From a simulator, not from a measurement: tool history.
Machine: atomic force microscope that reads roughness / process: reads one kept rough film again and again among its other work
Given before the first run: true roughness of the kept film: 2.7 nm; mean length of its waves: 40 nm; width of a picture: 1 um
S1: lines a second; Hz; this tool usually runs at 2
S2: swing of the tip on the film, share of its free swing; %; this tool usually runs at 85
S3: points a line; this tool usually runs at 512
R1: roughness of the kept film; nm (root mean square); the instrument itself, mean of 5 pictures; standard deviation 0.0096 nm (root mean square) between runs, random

{"run": 1, "hour": 0.0, "S1": 2, "S2": 85, "S3": 512, "R1": 2.191}
{"run": 2, "hour": 6.5, "S1": 2, "S2": 85, "S3": 512, "R1": 2.178}
{"run": 3, "hour": 14.9, "S1": 2, "S2": 85, "S3": 512, "R1": 2.166}
{"run": 4, "hour": 22.3, "S1": 0.51, "S2": 85, "S3": 512, "R1": 2.458}
{"run": 5, "hour": 27.3, "S1": 2, "S2": 85, "S3": 398, "R1": 2.184}
{"run": 6, "hour": 35.2, "S1": 2, "S2": 85, "S3": 512, "R1": 2.183}
{"run": 7, "hour": 43.5, "S1": 2, "S2": 85, "S3": 803, "R1": 2.199}
{"run": 8, "hour": 50.9, "S1": 2, "S2": 85, "S3": 803, "R1": 2.193}
{"run": 9, "hour": 55.6, "S1": 2, "S2": 78, "S3": 512, "R1": 2.3}
{"run": 10, "hour": 62.6, "S1": 2, "S2": 78, "S3": 512, "R1": 2.284}
{"run": 11, "hour": 68.9, "S1": 2, "S2": 85, "S3": 512, "R1": 2.182}
{"run": 12, "hour": 74.9, "S1": 2, "S2": 85, "S3": 512, "R1": 2.177}
{"run": 13, "hour": 84.2, "S1": 2, "S2": 85, "S3": 512, "R1": 2.177}
{"run": 14, "hour": 92.4, "S1": 2, "S2": 66, "S3": 512, "R1": 2.438}
{"run": 15, "hour": 99.0, "S1": 3.49, "S2": 85, "S3": 512, "R1": 1.957}
{"run": 16, "hour": 103.8, "S1": 3.49, "S2": 85, "S3": 512, "R1": 1.948}
{"run": 17, "hour": 108.4, "S1": 3.49, "S2": 85, "S3": 512, "R1": 1.958}
{"run": 18, "hour": 113.7, "S1": 3.49, "S2": 85, "S3": 512, "R1": 1.953}
{"run": 19, "hour": 119.0, "S1": 3.49, "S2": 85, "S3": 512, "R1": 1.952}
{"run": 20, "hour": 125.7, "S1": 2, "S2": 85, "S3": 512, "R1": 2.193}
{"run": 21, "hour": 133.9, "S1": 2, "S2": 85, "S3": 512, "R1": 2.197}
{"run": 22, "hour": 138.4, "S1": 2, "S2": 85, "S3": 512, "R1": 2.183}
{"run": 23, "hour": 143.6, "S1": 2, "S2": 85, "S3": 512, "R1": 2.186}
{"run": 24, "hour": 151.0, "S1": 2, "S2": 64, "S3": 512, "R1": 2.457}
{"run": 25, "hour": 156.7, "S1": 2, "S2": 64, "S3": 512, "R1": 2.449}
{"run": 26, "hour": 165.1, "S1": 2, "S2": 64, "S3": 512, "R1": 2.445}
{"run": 27, "hour": 170.5, "S1": 3.71, "S2": 85, "S3": 512, "R1": 1.917}
{"run": 28, "hour": 177.7, "S1": 2, "S2": 59, "S3": 512, "R1": 2.503}
{"run": 29, "hour": 184.8, "S1": 2, "S2": 84, "S3": 299, "R1": 2.206}
{"run": 30, "hour": 193.1, "S1": 2, "S2": 84, "S3": 299, "R1": 2.191}
{"run": 31, "hour": 199.0, "S1": 1.04, "S2": 85, "S3": 512, "R1": 2.368}
{"run": 32, "hour": 206.4, "S1": 1.04, "S2": 80, "S3": 512, "R1": 2.406}
{"run": 33, "hour": 210.6, "S1": 1.71, "S2": 85, "S3": 512, "R1": 2.249}
{"run": 34, "hour": 214.7, "S1": 1.71, "S2": 58, "S3": 960, "R1": 2.517}
{"run": 35, "hour": 220.7, "S1": 1.81, "S2": 55, "S3": 289, "R1": 2.503}
{"run": 36, "hour": 225.1, "S1": 1.12, "S2": 76, "S3": 512, "R1": 2.41}
{"run": 37, "hour": 229.2, "S1": 2, "S2": 62, "S3": 655, "R1": 2.492}
{"run": 38, "hour": 233.9, "S1": 0.56, "S2": 67, "S3": 310, "R1": 2.547}
{"run": 39, "hour": 239.5, "S1": 0.56, "S2": 67, "S3": 310, "R1": 2.529}
{"run": 40, "hour": 246.6, "S1": 0.56, "S2": 88, "S3": 636, "R1": 2.451}
{"run": 41, "hour": 252.6, "S1": 0.56, "S2": 88, "S3": 636, "R1": 2.459}
{"run": 42, "hour": 258.1, "S1": 0.56, "S2": 88, "S3": 636, "R1": 2.453}
{"run": 43, "hour": 263.1, "S1": 0.56, "S2": 88, "S3": 636, "R1": 2.445}
{"run": 44, "hour": 268.8, "S1": 0.7, "S2": 77, "S3": 512, "R1": 2.487}
{"run": 45, "hour": 275.2, "S1": 0.7, "S2": 77, "S3": 512, "R1": 2.489}
{"run": 46, "hour": 282.0, "S1": 2, "S2": 85, "S3": 700, "R1": 2.177}
{"run": 47, "hour": 289.0, "S1": 3.72, "S2": 85, "S3": 512, "R1": 1.92}
{"run": 48, "hour": 297.8, "S1": 3.72, "S2": 85, "S3": 512, "R1": 1.913}
{"run": 49, "hour": 301.9, "S1": 2.78, "S2": 85, "S3": 285, "R1": 2.045}
{"run": 50, "hour": 308.3, "S1": 2.44, "S2": 90, "S3": 330, "R1": 1.998}
{"run": 51, "hour": 313.9, "S1": 2.31, "S2": 85, "S3": 317, "R1": 2.132}
{"run": 52, "hour": 320.4, "S1": 2.31, "S2": 85, "S3": 317, "R1": 2.119}
{"run": 53, "hour": 325.6, "S1": 0.82, "S2": 85, "S3": 370, "R1": 2.394}
{"run": 54, "hour": 334.6, "S1": 3.05, "S2": 55, "S3": 512, "R1": 2.472}
{"run": 55, "hour": 342.1, "S1": 0.77, "S2": 87, "S3": 600, "R1": 2.416}

Missing from the log above: 4 entries noted between runs. For each, name the pair of listed runs it sits between and say how the tool's hidden condition differs from the listed run just before to the listed run just after:
Runs 4 to 5: new tip fitted (hour 23.7)
  radius of the tip, nm: 5.3 -> 5
Runs 16 to 17: new tip fitted (hour 106.6)
  radius of the tip, nm: 5.3 -> 5
Runs 29 to 30: new tip fitted (hour 188.8)
  radius of the tip, nm: 5.3 -> 5
Runs 44 to 45: new tip fitted (hour 271.8)
  radius of the tip, nm: 5.3 -> 5
